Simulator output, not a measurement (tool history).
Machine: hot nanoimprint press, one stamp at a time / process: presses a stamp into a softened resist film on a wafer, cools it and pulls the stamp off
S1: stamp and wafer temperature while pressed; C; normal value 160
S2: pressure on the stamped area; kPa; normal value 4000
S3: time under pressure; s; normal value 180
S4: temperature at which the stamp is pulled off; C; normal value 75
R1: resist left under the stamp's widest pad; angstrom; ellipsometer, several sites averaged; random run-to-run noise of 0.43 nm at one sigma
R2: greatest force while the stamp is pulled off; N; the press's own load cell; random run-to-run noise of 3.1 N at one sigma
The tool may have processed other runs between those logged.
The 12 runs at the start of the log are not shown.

run 13 hour=124.9 | S1=160 S2=4000 S3=180 S4=75 | R1=1434 R2=218
run 14 hour=133.2 | S1=160 S2=4000 S3=180 S4=75 | R1=1426 R2=212
run 15 hour=139.8 | S1=160 S2=4000 S3=180 S4=75 | R1=1426 R2=208
run 16 hour=151.9 | S1=160 S2=4000 S3=180 S4=75 | R1=1420 R2=221
run 17 hour=165.6 | S1=160 S2=4000 S3=180 S4=75 | R1=1424 R2=210
run 18 hour=175.6 | S1=168 S2=4000 S3=303 S4=80 | R1=903 R2=191
-- hour=187.0 press's hydraulic seals changed and the load cell set to zero
run 19 hour=192.8 | S1=168 S2=4000 S3=285 S4=81 | R1=899 R2=205
run 20 hour=202.3 | S1=165 S2=4000 S3=285 S4=65 | R1=1000 R2=245
run 21 hour=211.3 | S1=165 S2=2510 S3=231 S4=81 | R1=1383 R2=205
run 22 hour=224.9 | S1=165 S2=2680 S3=231 S4=62 | R1=1326 R2=253
run 23 hour=236.2 | S1=168 S2=2680 S3=97 S4=62 | R1=1613 R2=257
run 24 hour=246.0 | S1=168 S2=2680 S3=97 S4=62 | R1=1616 R2=255
run 25 hour=259.4 | S1=170 S2=2710 S3=105 S4=62 | R1=1479 R2=263
run 26 hour=272.3 | S1=160 S2=4000 S3=180 S4=75 | R1=1392 R2=225
run 27 hour=279.0 | S1=160 S2=2910 S3=124 S4=60 | R1=1819 R2=257
run 28 hour=291.8 | S1=160 S2=5800 S3=131 S4=60 | R1=1266 R2=275
run 29 hour=298.9 | S1=160 S2=4000 S3=105 S4=75 | R1=1659 R2=228
run 30 hour=311.7 | S1=160 S2=4000 S3=105 S4=75 | R1=1645 R2=241

Each row is a separate what-if for the run after 30, all from the same tool condition, not one after another. Results?
run A hour=325.1 | S1=166 S2=4000 S3=125 S4=74 | R1=? R2=?
run B hour=325.1 | S1=156 S2=4000 S3=101 S4=75 | R1=? R2=?
run C hour=325.1 | S1=160 S2=4000 S3=180 S4=69 | R1=? R2=?

run=A R1=1286 R2=239
run=B R1=1889 R2=235
run=C R1=1385 R2=250
Had the tool no hidden state, the same runs would have come out as:
run=A R1=1318 R2=151
run=B R1=1934 R2=148
run=C R1=1422 R2=158

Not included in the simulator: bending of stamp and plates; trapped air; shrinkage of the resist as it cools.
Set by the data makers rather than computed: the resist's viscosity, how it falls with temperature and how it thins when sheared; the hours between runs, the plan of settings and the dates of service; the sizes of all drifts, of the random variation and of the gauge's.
